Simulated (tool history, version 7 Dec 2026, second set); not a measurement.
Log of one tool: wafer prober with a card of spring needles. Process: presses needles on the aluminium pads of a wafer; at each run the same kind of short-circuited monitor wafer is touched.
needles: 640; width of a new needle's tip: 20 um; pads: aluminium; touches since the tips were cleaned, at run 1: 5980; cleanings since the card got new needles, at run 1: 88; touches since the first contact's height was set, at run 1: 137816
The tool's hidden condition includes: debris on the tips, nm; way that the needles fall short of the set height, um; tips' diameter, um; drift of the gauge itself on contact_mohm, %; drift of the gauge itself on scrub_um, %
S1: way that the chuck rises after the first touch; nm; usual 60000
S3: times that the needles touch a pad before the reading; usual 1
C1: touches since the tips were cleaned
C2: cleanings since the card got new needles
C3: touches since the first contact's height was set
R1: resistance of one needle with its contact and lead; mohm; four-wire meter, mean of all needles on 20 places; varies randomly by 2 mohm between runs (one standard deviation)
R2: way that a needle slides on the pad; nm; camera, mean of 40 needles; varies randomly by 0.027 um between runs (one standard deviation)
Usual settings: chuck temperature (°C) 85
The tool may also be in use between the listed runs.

{"run": 1, "day": 0.0, "S1": 60000, "chuck temperature (°C)": 85, "S3": 1, "C1": 5980, "C2": 88, "C3": 137816, "R1": 283, "R2": 11790}
{"day": 0.15, "done": "tips cleaned on abrasive film"}
{"day": 0.779, "done": "tips cleaned on abrasive film"}
{"run": 2, "day": 1.271, "S1": 60000, "chuck temperature (°C)": 85, "S3": 1, "C1": 6352, "C2": 90, "C3": 154175, "R1": 281, "R2": 11790}
{"day": 1.421, "done": "tips cleaned on abrasive film"}
{"day": 2.096, "done": "tips cleaned on abrasive film"}
{"run": 3, "day": 2.542, "S1": 60000, "chuck temperature (°C)": 85, "S3": 1, "C1": 5773, "C2": 92, "C3": 170542, "R1": 284, "R2": 11760}
{"day": 2.692, "done": "tips cleaned on abrasive film"}
{"day": 3.367, "done": "tips cleaned on abrasive film"}
{"day": 4.071, "done": "tips cleaned on abrasive film"}
{"run": 4, "day": 4.071, "S1": 60000, "chuck temperature (°C)": 85, "S3": 1, "C1": 0, "C2": 95, "C3": 190180, "R1": 223, "R2": 11730}
{"day": 4.704, "done": "tips cleaned on abrasive film"}
{"run": 5, "day": 5.25, "S1": 60000, "chuck temperature (°C)": 113, "S3": 1, "C1": 7068, "C2": 96, "C3": 205396, "R1": 297, "R2": 11700}
{"day": 5.346, "done": "tips cleaned on abrasive film"}
{"day": 5.842, "done": "height of the first contact set anew"}
{"day": 5.946, "done": "tips cleaned on abrasive film"}
{"run": 6, "day": 6.358, "S1": 60000, "chuck temperature (°C)": 85, "S3": 1, "C1": 5304, "C2": 98, "C3": 6623, "R1": 280, "R2": 12050}
{"day": 6.596, "done": "tips cleaned on abrasive film"}
{"day": 7.312, "done": "tips cleaned on abrasive film"}
{"run": 7, "day": 7.442, "S1": 60000, "chuck temperature (°C)": 85, "S3": 1, "C1": 1714, "C2": 100, "C3": 20582, "R1": 251, "R2": 12020}
{"day": 7.983, "done": "tips cleaned on abrasive film"}
{"run": 8, "day": 8.208, "S1": 53000, "chuck temperature (°C)": 85, "S3": 1, "C1": 2918, "C2": 101, "C3": 30419, "R1": 271, "R2": 10610}
{"day": 8.629, "done": "tips cleaned on abrasive film"}
{"run": 9, "day": 9.017, "S1": 53000, "chuck temperature (°C)": 85, "S3": 1, "C1": 5057, "C2": 102, "C3": 40872, "R1": 300, "R2": 10560}
{"day": 9.271, "done": "tips cleaned on abrasive film"}
{"day": 9.867, "done": "tips cleaned on abrasive film"}
{"run": 10, "day": 10.158, "S1": 53000, "chuck temperature (°C)": 85, "S3": 1, "C1": 3777, "C2": 104, "C3": 55550, "R1": 286, "R2": 10540}
{"day": 10.467, "done": "tips cleaned on abrasive film"}
{"day": 11.129, "done": "tips cleaned on abrasive film"}
{"run": 11, "day": 11.129, "S1": 53000, "chuck temperature (°C)": 85, "S3": 1, "C1": 0, "C2": 106, "C3": 68019, "R1": 229, "R2": 10520}
{"day": 11.825, "done": "tips cleaned on abrasive film"}
{"day": 12.496, "done": "tips cleaned on abrasive film"}
{"run": 12, "day": 12.779, "S1": 53000, "chuck temperature (°C)": 85, "S3": 1, "C1": 3693, "C2": 108, "C3": 89291, "R1": 288, "R2": 10500}
{"day": 13.092, "done": "tips cleaned on abrasive film"}
{"run": 13, "day": 13.55, "S1": 53000, "chuck temperature (°C)": 85, "S3": 1, "C1": 5935, "C2": 109, "C3": 99195, "R1": 303, "R2": 10470}
{"day": 13.775, "done": "tips cleaned on abrasive film"}
{"day": 14.412, "done": "tips cleaned on abrasive film"}
{"day": 15.058, "done": "tips cleaned on abrasive film"}
{"run": 14, "day": 15.204, "S1": 53000, "chuck temperature (°C)": 85, "S3": 1, "C1": 1864, "C2": 112, "C3": 120442, "R1": 260, "R2": 10470}
{"day": 15.712, "done": "tips cleaned on abrasive film"}
{"day": 16.325, "done": "tips cleaned on abrasive film"}
{"day": 16.958, "done": "tips cleaned on abrasive film"}
{"run": 15, "day": 17.096, "S1": 65000, "chuck temperature (°C)": 25, "S3": 1, "C1": 1818, "C2": 115, "C3": 144820, "R1": 226, "R2": 12720}
{"day": 17.65, "done": "tips cleaned on abrasive film"}
{"day": 18.275, "done": "tips cleaned on abrasive film"}
{"run": 16, "day": 18.292, "S1": 65000, "chuck temperature (°C)": 25, "S3": 1, "C1": 217, "C2": 117, "C3": 160175, "R1": 205, "R2": 12780}
{"day": 18.879, "done": "tips cleaned on abrasive film"}
{"run": 17, "day": 19.438, "S1": 46000, "chuck temperature (°C)": 40, "S3": 1, "C1": 7233, "C2": 118, "C3": 174949, "R1": 347, "R2": 8890}
{"day": 19.525, "done": "tips cleaned on abrasive film"}
{"day": 20.138, "done": "tips cleaned on abrasive film"}
{"day": 20.8, "done": "tips cleaned on abrasive film"}
{"run": 18, "day": 21.067, "S1": 46000, "chuck temperature (°C)": 40, "S3": 1, "C1": 3485, "C2": 121, "C3": 195922, "R1": 302, "R2": 8860}
{"day": 21.396, "done": "tips cleaned on abrasive film"}
{"day": 22.058, "done": "tips cleaned on abrasive film"}
{"run": 19, "day": 22.25, "S1": 48000, "chuck temperature (°C)": 85, "S3": 1, "C1": 2505, "C2": 123, "C3": 211118, "R1": 288, "R2": 9230}
{"day": 22.408, "done": "height of the first contact set anew"}
{"day": 22.679, "done": "tips cleaned on abrasive film"}
{"run": 20, "day": 23.075, "S1": 60000, "chuck temperature (°C)": 40, "S3": 3, "C1": 5162, "C2": 124, "C3": 8610, "R1": 228, "R2": 12040}
{"day": 23.312, "done": "tips cleaned on abrasive film"}
{"day": 24.042, "done": "tips cleaned on abrasive film"}
{"run": 21, "day": 24.346, "S1": 60000, "chuck temperature (°C)": 40, "S3": 3, "C1": 3906, "C2": 126, "C3": 24917, "R1": 223, "R2": 12030}
{"day": 24.712, "done": "tips cleaned on abrasive film"}
{"run": 22, "day": 25.146, "S1": 60000, "chuck temperature (°C)": 109, "S3": 2, "C1": 5623, "C2": 127, "C3": 35258, "R1": 270, "R2": 11990}
{"day": 25.362, "done": "tips cleaned on abrasive film"}
{"day": 26.075, "done": "tips cleaned on abrasive film"}
{"run": 23, "day": 26.125, "S1": 55000, "chuck temperature (°C)": 85, "S3": 1, "C1": 663, "C2": 129, "C3": 47829, "R1": 240, "R2": 10990}
{"day": 26.738, "done": "tips cleaned on abrasive film"}
{"day": 27.354, "done": "tips cleaned on abrasive film"}
{"day": 27.95, "done": "tips cleaned on abrasive film"}
{"run": 24, "day": 27.95, "S1": 55000, "chuck temperature (°C)": 85, "S3": 1, "C1": 0, "C2": 132, "C3": 71313, "R1": 226, "R2": 10890}
{"day": 28.633, "done": "tips cleaned on abrasive film"}
{"day": 29.321, "done": "tips cleaned on abrasive film"}
{"run": 25, "day": 29.512, "S1": 55000, "chuck temperature (°C)": 85, "S3": 1, "C1": 2450, "C2": 134, "C3": 91407, "R1": 271, "R2": 10880}
{"day": 29.921, "done": "tips cleaned on abrasive film"}
{"day": 30.625, "done": "tips cleaned on abrasive film"}
{"day": 31.225, "done": "tips cleaned on abrasive film"}
{"run": 26, "day": 31.379, "S1": 50000, "chuck temperature (°C)": 40, "S3": 1, "C1": 2022, "C2": 137, "C3": 115452, "R1": 277, "R2": 9820}

Expected results for the next run?
{"day": 31.879, "done": "tips cleaned on abrasive film"}
{"day": 32.496, "done": "tips cleaned on abrasive film"}
{"run": 27, "day": 32.529, "S1": 50000, "chuck temperature (°C)": 40, "S3": 1, "C1": 457, "C2": 139, "C3": 130251, "R1": "?", "R2": "?"}

R1: 232 mohm
R2: 9770 nm
Take away the tool's hidden state, keep the run-to-run variation as it was, and the same run would have given R1 205 mohm, R2 10030 nm.
